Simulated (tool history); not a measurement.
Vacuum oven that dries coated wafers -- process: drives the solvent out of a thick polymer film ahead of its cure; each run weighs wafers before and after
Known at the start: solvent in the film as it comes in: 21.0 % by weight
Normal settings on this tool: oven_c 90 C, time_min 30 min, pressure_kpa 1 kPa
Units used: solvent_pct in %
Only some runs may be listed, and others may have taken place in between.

run     day  oven_c  time_min  pressure_kpa  solvent_pct
  1       0      90        30             1         1.59
  2   1.704      90        30          1.58         1.89
  3   4.096      90        30          1.58         1.87
  4   6.288      90        30          1.58         1.92
  5   9.012      90        30          1.58         1.93
  6  10.521      90        30             1         1.47
  7  12.296      90        30             1         1.58
  8  14.042      90        30          1.43         1.83
  9  15.971      90        30          1.43         1.81
 10  17.925      93        30             1         1.19
 11  19.296      93        30             1         1.25
 12  20.467      93        30             1         1.14
 13  22.842      93        30             1         1.09
 14  25.254      93        30             1         1.15
 15  27.292      93        30             1         1.19
 16  28.675      76        30             1         3.96
 17  31.142      76        30             1         4.03
 18  32.292      90        30          2.01         2.12
 19  34.958      84        20          0.87         4.04
 20  37.238      77        36             1         2.98
 21  38.588      92        40          1.19         1.01
 22  39.862      97        23             1         1.28
 23  42.021      90        30          1.77         1.96
 24   44.35      90        30          3.38         2.87
 25  47.062      95        51          1.48         1.01
 26  49.017     105        24          2.75         1.28
 27  51.633     105        24          2.75         1.36
 28  53.638     105        24          2.75          1.3
 29  56.033     105        24          2.75         1.33
 30  58.538     105        30             1          0.5
 31  61.038     105        30             1         0.51
 32  62.804      85        30          2.83         3.44

Here are 4 independent what-if runs from the current tool condition. What would each one return?
  A  64.204      82        30          2.83            ?
  B  64.204      90        28          3.34            ?
  C  64.204      90        16          3.95            ?
  D  64.204      77        27          0.71            ?

run  solvent_pct
  A         4.03
  B         2.96
  C         5.25
  D         3.73
With the hidden condition removed and each run's random variation left untouched, the same runs would have given:
run  solvent_pct
  A         4.59
  B         3.38
  C         5.99
  D         4.28
